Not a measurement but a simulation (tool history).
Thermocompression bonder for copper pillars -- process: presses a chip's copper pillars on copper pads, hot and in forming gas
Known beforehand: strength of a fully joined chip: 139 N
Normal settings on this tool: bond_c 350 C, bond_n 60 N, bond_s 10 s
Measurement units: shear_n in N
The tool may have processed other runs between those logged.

{"run": 1, "day": 0.0, "bond_c": 350, "bond_n": 60, "bond_s": 10, "shear_n": 59.9}
{"run": 2, "day": 1.238, "bond_c": 350, "bond_n": 43, "bond_s": 10, "shear_n": 41.6}
{"run": 3, "day": 2.129, "bond_c": 350, "bond_n": 43, "bond_s": 10, "shear_n": 42.2}
{"run": 4, "day": 2.996, "bond_c": 350, "bond_n": 60, "bond_s": 10, "shear_n": 59.9}
{"run": 5, "day": 4.317, "bond_c": 350, "bond_n": 60, "bond_s": 10, "shear_n": 57.4}
{"run": 6, "day": 6.125, "bond_c": 350, "bond_n": 60, "bond_s": 10, "shear_n": 57.7}
{"run": 7, "day": 8.104, "bond_c": 350, "bond_n": 60, "bond_s": 10, "shear_n": 58.3}
{"run": 8, "day": 8.967, "bond_c": 350, "bond_n": 60, "bond_s": 10, "shear_n": 58.2}
{"run": 9, "day": 10.112, "bond_c": 350, "bond_n": 60, "bond_s": 10, "shear_n": 58.3}
{"run": 10, "day": 12.3, "bond_c": 325, "bond_n": 60, "bond_s": 10, "shear_n": 45.7}
{"run": 11, "day": 13.675, "bond_c": 325, "bond_n": 60, "bond_s": 10, "shear_n": 45.7}
{"run": 12, "day": 15.508, "bond_c": 325, "bond_n": 60, "bond_s": 10, "shear_n": 45.0}
{"run": 13, "day": 16.925, "bond_c": 325, "bond_n": 60, "bond_s": 10, "shear_n": 45.8}
{"run": 14, "day": 18.567, "bond_c": 325, "bond_n": 60, "bond_s": 10, "shear_n": 45.2}
{"run": 15, "day": 19.712, "bond_c": 350, "bond_n": 41, "bond_s": 10, "shear_n": 41.4}
{"run": 16, "day": 20.958, "bond_c": 350, "bond_n": 41, "bond_s": 10, "shear_n": 41.5}
{"run": 17, "day": 22.458, "bond_c": 350, "bond_n": 41, "bond_s": 10, "shear_n": 42.2}
{"run": 18, "day": 23.583, "bond_c": 350, "bond_n": 39, "bond_s": 10, "shear_n": 40.5}
{"run": 19, "day": 24.929, "bond_c": 347, "bond_n": 39, "bond_s": 10, "shear_n": 38.1}
{"run": 20, "day": 26.583, "bond_c": 350, "bond_n": 38, "bond_s": 10, "shear_n": 37.5}
{"run": 21, "day": 27.512, "bond_c": 340, "bond_n": 44, "bond_s": 25, "shear_n": 55.6}
{"run": 22, "day": 29.65, "bond_c": 340, "bond_n": 44, "bond_s": 25, "shear_n": 56.1}
{"run": 23, "day": 30.842, "bond_c": 328, "bond_n": 44, "bond_s": 9, "shear_n": 31.3}
{"run": 24, "day": 32.775, "bond_c": 328, "bond_n": 46, "bond_s": 6, "shear_n": 29.2}
{"run": 25, "day": 34.446, "bond_c": 364, "bond_n": 72, "bond_s": 12, "shear_n": 91.2}
{"run": 26, "day": 36.338, "bond_c": 365, "bond_n": 67, "bond_s": 22, "shear_n": 100.7}
{"run": 27, "day": 37.221, "bond_c": 350, "bond_n": 67, "bond_s": 10, "shear_n": 69.4}
{"run": 28, "day": 38.871, "bond_c": 350, "bond_n": 41, "bond_s": 27, "shear_n": 64.6}
{"run": 29, "day": 40.908, "bond_c": 346, "bond_n": 37, "bond_s": 9, "shear_n": 35.1}
{"run": 30, "day": 42.212, "bond_c": 374, "bond_n": 41, "bond_s": 7, "shear_n": 49.3}
{"run": 31, "day": 43.538, "bond_c": 350, "bond_n": 42, "bond_s": 10, "shear_n": 43.6}
{"run": 32, "day": 45.55, "bond_c": 349, "bond_n": 81, "bond_s": 10, "shear_n": 82.8}
{"run": 33, "day": 46.65, "bond_c": 339, "bond_n": 60, "bond_s": 10, "shear_n": 56.0}
{"run": 34, "day": 48.058, "bond_c": 339, "bond_n": 60, "bond_s": 10, "shear_n": 55.5}
{"run": 35, "day": 49.896, "bond_c": 339, "bond_n": 60, "bond_s": 10, "shear_n": 54.4}
{"run": 36, "day": 51.917, "bond_c": 353, "bond_n": 55, "bond_s": 7, "shear_n": 50.9}
{"run": 37, "day": 52.933, "bond_c": 353, "bond_n": 55, "bond_s": 7, "shear_n": 50.9}
{"run": 38, "day": 54.146, "bond_c": 348, "bond_n": 77, "bond_s": 10, "shear_n": 80.0}
{"run": 39, "day": 55.192, "bond_c": 330, "bond_n": 72, "bond_s": 10, "shear_n": 59.5}

Between the runs listed above, the log contained 7 entries, not reproduced here. Where in the sequence does each belong, and how does what the log doesn't record of the tool's condition differ from the listed run before to the listed run after?
From run 4 to run 5: heater calibrated with a thermocouple chip (day 3.192)
  true temperature of the bond over the reading, C: -5.5 -> -9.1; force that reaches the chip, % of what is set: 97.5 -> 97.4; oxide that the forming gas leaves, % of the face: 3.73 -> 3.98
  measured result minus the result with no hidden state, shear_n: -7.7 -> -10.4 N
From run 5 to run 6: forming gas filter changed (day 5.529)
  true temperature of the bond over the reading, C: -9.1 -> -9.2; force that reaches the chip, % of what is set: 97.4 -> 97.2; oxide that the forming gas leaves, % of the face: 3.98 -> 0.77
  measured result minus the result with no hidden state, shear_n: -10.4 -> -8.6 N
From run 9 to run 10: heater calibrated with a thermocouple chip, once more (day 10.354)
  true temperature of the bond over the reading, C: -9.5 -> 0; force that reaches the chip, % of what is set: 96.7 -> 96.5; oxide that the forming gas leaves, % of the face: 1.62 -> 2.01
  measured result minus the result with no hidden state, shear_n: -9.9 -> -2.6 N
From run 16 to run 17: forming gas filter changed (day 21.779)
  true temperature of the bond over the reading, C: -0.7 -> -0.8; force that reaches the chip, % of what is set: 95.6 -> 95.4; oxide that the forming gas leaves, % of the face: 3.83 -> 0.71
  measured result minus the result with no hidden state, shear_n: -4.1 -> -2.8 N
From run 23 to run 24: force cell calibrated (day 32.408)
  true temperature of the bond over the reading, C: -1.5 -> -1.7; force that reaches the chip, % of what is set: 94.4 -> 99.9; oxide that the forming gas leaves, % of the face: 2.49 -> 2.92
  measured result minus the result with no hidden state, shear_n: -3.7 -> -1.5 N
From run 27 to run 28: forming gas filter changed (day 38.000)
  true temperature of the bond over the reading, C: -2 -> -2.2; force that reaches the chip, % of what is set: 99.4 -> 99.3; oxide that the forming gas leaves, % of the face: 3.85 -> 0.72
  measured result minus the result with no hidden state, shear_n: -4.4 -> -2.2 N
From run 37 to run 38: forming gas filter changed (day 54.121)
  true temperature of the bond over the reading, C: -3.3 -> -3.4; force that reaches the chip, % of what is set: 97.7 -> 97.6; oxide that the forming gas leaves, % of the face: 3.71 -> 0.7
  measured result minus the result with no hidden state, shear_n: -5.2 -> -4.7 N
